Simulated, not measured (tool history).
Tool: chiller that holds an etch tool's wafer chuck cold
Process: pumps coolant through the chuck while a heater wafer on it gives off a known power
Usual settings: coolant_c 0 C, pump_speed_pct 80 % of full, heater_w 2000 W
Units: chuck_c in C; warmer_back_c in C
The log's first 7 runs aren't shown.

run,day,coolant_c,pump_speed_pct,heater_w,chuck_c,warmer_back_c
8,10.75,0,63,2000,19.3,7.53
9,12.217,0,63,2000,19.3,7.59
10,13.671,0,63,2000,19.4,7.61
11,15,0,80,1597,12.9,4.74
12,16.446,0,80,1895,15.3,5.7
13,18.3,0,80,1895,15.3,5.66
14,19.975,0,80,2000,16.3,5.98
15,21.15,0,80,2000,16.5,6.03
16,22.733,3,80,2000,19.4,5.94
17,24.229,7,62,1289,19.9,4.94
18,25.517,2,97,2998,23.4,7.52
19,26.917,1,81,2473,21.1,7.36
20,28.846,1,81,2473,21.2,7.36
21,29.746,0,62,2494,24.8,9.68
22,30.792,-3,80,1245,7.6,3.73
23,31.762,9,91,2000,24.2,5.22
24,33.304,6,83,1811,20.9,5.21
25,34.671,7,80,1112,16.4,3.43
26,35.829,10,80,1112,19.6,3.37
27,36.696,-4,90,1275,5.8,3.48
28,37.704,-4,90,1275,6.1,3.45
29,39.025,2,61,2265,25.3,9.03
30,39.854,2,61,2265,25.2,8.97
31,41.246,0,62,2000,20.2,7.76

5 ways to go on from here, each from the tool as it stands after run 31. What would each give?
A,43.279,-9,88,1814,?,?
B,43.279,7,62,2000,?,?
C,43.279,0,84,2000,?,?
D,43.279,-5,62,1835,?,?
E,43.279,-7,85,1221,?,?

run,chuck_c,warmer_back_c
A,5.3,5.03
B,27.4,7.75
C,16.4,5.8
D,13.8,7.14
E,3.1,3.51
Without the tool's hidden state the same runs would have given:
run,chuck_c,warmer_back_c
A,3.3,4.94
B,24.8,7.61
C,14.2,5.7
D,11.4,7.01
E,1.5,3.45

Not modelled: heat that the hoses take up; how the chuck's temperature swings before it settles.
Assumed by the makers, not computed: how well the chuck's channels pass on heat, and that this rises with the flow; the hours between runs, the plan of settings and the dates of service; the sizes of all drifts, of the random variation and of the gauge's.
